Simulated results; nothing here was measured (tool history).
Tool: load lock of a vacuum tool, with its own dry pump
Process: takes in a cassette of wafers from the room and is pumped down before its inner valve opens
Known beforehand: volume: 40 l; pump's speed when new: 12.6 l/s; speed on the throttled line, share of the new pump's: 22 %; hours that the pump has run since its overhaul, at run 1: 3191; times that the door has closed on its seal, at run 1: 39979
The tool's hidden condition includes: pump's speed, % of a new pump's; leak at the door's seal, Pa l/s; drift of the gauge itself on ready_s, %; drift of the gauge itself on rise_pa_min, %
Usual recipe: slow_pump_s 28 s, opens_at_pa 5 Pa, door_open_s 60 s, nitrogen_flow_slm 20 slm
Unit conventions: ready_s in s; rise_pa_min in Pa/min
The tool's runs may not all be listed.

| run | hour | slow_pump_s | opens_at_pa | door_open_s | nitrogen_flow_slm | hours that the pump has run since its overhaul | times that the door has closed on its seal | incoming humidity of the room's air, % | ready_s | rise_pa_min |
|---|---|---|---|---|---|---|---|---|---|---|
| 1 | 0 | 28 | 5 | 60 | 20 | 3191 | 39979 | 46.7 | 53.9 | 0.211 |
| 2 | 51.7 | 28 | 5 | 60 | 20 | 3243 | 40136 | 45.1 | 53.7 | 0.219 |
| 3 | 98.5 | 28 | 5 | 60 | 20 | 3289 | 40278 | 48.1 | 53.8 | 0.226 |
| 4 | 149.1 | 28 | 5 | 60 | 20 | 3340 | 40431 | 43.7 | 53.7 | 0.217 |
| 5 | 240 | 28 | 5 | 60 | 20 | 3431 | 40707 | 44.3 | 54.1 | 0.22 |
| 6 | 287.4 | 28 | 5 | 60 | 20 | 3478 | 40851 | 44.9 | 53.5 | 0.221 |
| 7 | 348.8 | 28 | 5 | 82 | 20 | 3540 | 41037 | 44 | 54.2 | 0.233 |
| 8 | 427.5 | 28 | 5 | 82 | 20 | 3618 | 41276 | 45.7 | 53.8 | 0.226 |
| 9 | 489.7 | 28 | 5 | 82 | 20 | 3681 | 41464 | 44.3 | 54.3 | 0.226 |
| 10 | 537.5 | 28 | 5 | 60 | 20 | 3728 | 41609 | 43.8 | 54.6 | 0.222 |
| 11 | 586.6 | 18 | 5 | 28 | 20 | 3778 | 41758 | 43.2 | 46.2 | 0.213 |
| 12 | 653.9 | 18 | 5 | 28 | 20 | 3845 | 41962 | 46.6 | 46.4 | 0.21 |
| 13 | 740.5 | 18 | 5 | 28 | 20 | 3931 | 42225 | 41.1 | 46.2 | 0.212 |
| 14 | 818.7 | 35 | 5 | 212 | 5 | 4010 | 42462 | 45.2 | 59.9 | 0.322 |
| 15 | 903.8 | 35 | 5 | 212 | 5 | 4095 | 42720 | 48.6 | 60.3 | 0.341 |
| 16 | 956.1 | 35 | 5 | 212 | 5 | 4147 | 42879 | 40.2 | 59.5 | 0.312 |
| 17 | 994.3 | 35 | 5 | 212 | 5 | 4185 | 42995 | 42.4 | 59.5 | 0.308 |
| 18 | 1071.9 | 35 | 5 | 212 | 4 | 4263 | 43230 | 42.4 | 59.9 | 0.318 |
| 19 | 1123 | 28 | 5 | 30 | 20 | 4314 | 43385 | 43.2 | 54 | 0.22 |

3 ways to go on from here, each from the tool as it stands after run 19. What would each give?
| A | 1179.9 | 55 | 8 | 60 | 7 | 4371 | 43557 | 46.8 | ? | ? |
| B | 1179.9 | 28 | 5 | 27 | 9 | 4371 | 43557 | 44.3 | ? | ? |
| C | 1179.9 | 39 | 5 | 30 | 4 | 4371 | 43557 | 45.1 | ? | ? |

| run | ready_s | rise_pa_min |
|---|---|---|
| A | 73.4 | 0.26 |
| B | 54.4 | 0.228 |
| C | 63.5 | 0.245 |
Without the tool's hidden state the same runs would have given:
| run | ready_s | rise_pa_min |
|---|---|---|
| A | 73.1 | 0.072 |
| B | 53.9 | 0.044 |
| C | 63 | 0.057 |
